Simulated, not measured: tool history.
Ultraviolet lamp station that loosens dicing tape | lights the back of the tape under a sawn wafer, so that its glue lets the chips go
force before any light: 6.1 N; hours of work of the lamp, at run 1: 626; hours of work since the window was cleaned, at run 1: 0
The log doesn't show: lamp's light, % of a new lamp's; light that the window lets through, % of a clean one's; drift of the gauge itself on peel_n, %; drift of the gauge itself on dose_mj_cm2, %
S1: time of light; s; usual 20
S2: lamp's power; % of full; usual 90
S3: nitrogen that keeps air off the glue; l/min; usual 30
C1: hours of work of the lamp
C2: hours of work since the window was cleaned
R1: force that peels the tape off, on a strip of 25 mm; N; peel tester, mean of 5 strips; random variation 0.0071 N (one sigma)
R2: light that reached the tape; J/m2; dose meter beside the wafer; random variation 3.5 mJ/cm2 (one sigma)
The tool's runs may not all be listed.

{"run": 1, "hour": 0.0, "S1": 20, "S2": 90, "S3": 30, "C1": 626, "C2": 0, "R1": 0.311, "R2": 4840}
{"run": 2, "hour": 55.5, "S1": 20, "S2": 90, "S3": 30, "C1": 655, "C2": 30, "R1": 0.319, "R2": 4800}
{"run": 3, "hour": 90.1, "S1": 20, "S2": 90, "S3": 30, "C1": 674, "C2": 48, "R1": 0.325, "R2": 4720}
{"run": 4, "hour": 143.8, "S1": 20, "S2": 90, "S3": 15, "C1": 702, "C2": 76, "R1": 0.511, "R2": 4590}
{"run": 5, "hour": 220.8, "S1": 20, "S2": 90, "S3": 30, "C1": 743, "C2": 117, "R1": 0.309, "R2": 4590}
{"run": 6, "hour": 258.0, "S1": 20, "S2": 90, "S3": 30, "C1": 763, "C2": 137, "R1": 0.343, "R2": 4570}
{"run": 7, "hour": 337.5, "S1": 20, "S2": 93, "S3": 30, "C1": 805, "C2": 179, "R1": 0.336, "R2": 4620}
{"run": 8, "hour": 397.0, "S1": 20, "S2": 93, "S3": 30, "C1": 837, "C2": 211, "R1": 0.333, "R2": 4490}
{"run": 9, "hour": 463.3, "S1": 20, "S2": 93, "S3": 30, "C1": 872, "C2": 246, "R1": 0.364, "R2": 4430}
{"run": 10, "hour": 519.9, "S1": 20, "S2": 93, "S3": 30, "C1": 902, "C2": 276, "R1": 0.362, "R2": 4350}
{"run": 11, "hour": 559.7, "S1": 14, "S2": 74, "S3": 15, "C1": 923, "C2": 297, "R1": 1.473, "R2": 2420}
{"run": 12, "hour": 608.3, "S1": 20, "S2": 90, "S3": 30, "C1": 949, "C2": 323, "R1": 0.393, "R2": 4130}
{"run": 13, "hour": 685.2, "S1": 20, "S2": 97, "S3": 10, "C1": 990, "C2": 364, "R1": 0.763, "R2": 4400}
{"run": 14, "hour": 721.5, "S1": 20, "S2": 97, "S3": 10, "C1": 1009, "C2": 383, "R1": 0.795, "R2": 4310}
{"hour": 729.2, "done": "window cleaned of glue's vapour"}
{"run": 15, "hour": 804.2, "S1": 18, "S2": 68, "S3": 45, "C1": 1053, "C2": 40, "R1": 0.733, "R2": 2600}
{"run": 16, "hour": 883.3, "S1": 21, "S2": 73, "S3": 10, "C1": 1095, "C2": 82, "R1": 1.278, "R2": 3170}
{"run": 17, "hour": 934.3, "S1": 14, "S2": 81, "S3": 48, "C1": 1122, "C2": 109, "R1": 0.813, "R2": 2340}

The next listed run, before its measurement:
{"run": 18, "hour": 985.6, "S1": 21, "S2": 78, "S3": 19, "C1": 1149, "C2": 136, "R1": "?", "R2": "?"}

{"run 18": {"R1": 0.825, "R2": 3300}}
Without the tool's hidden state the same run would have given R1 0.375 N, R2 5220 J/m2.
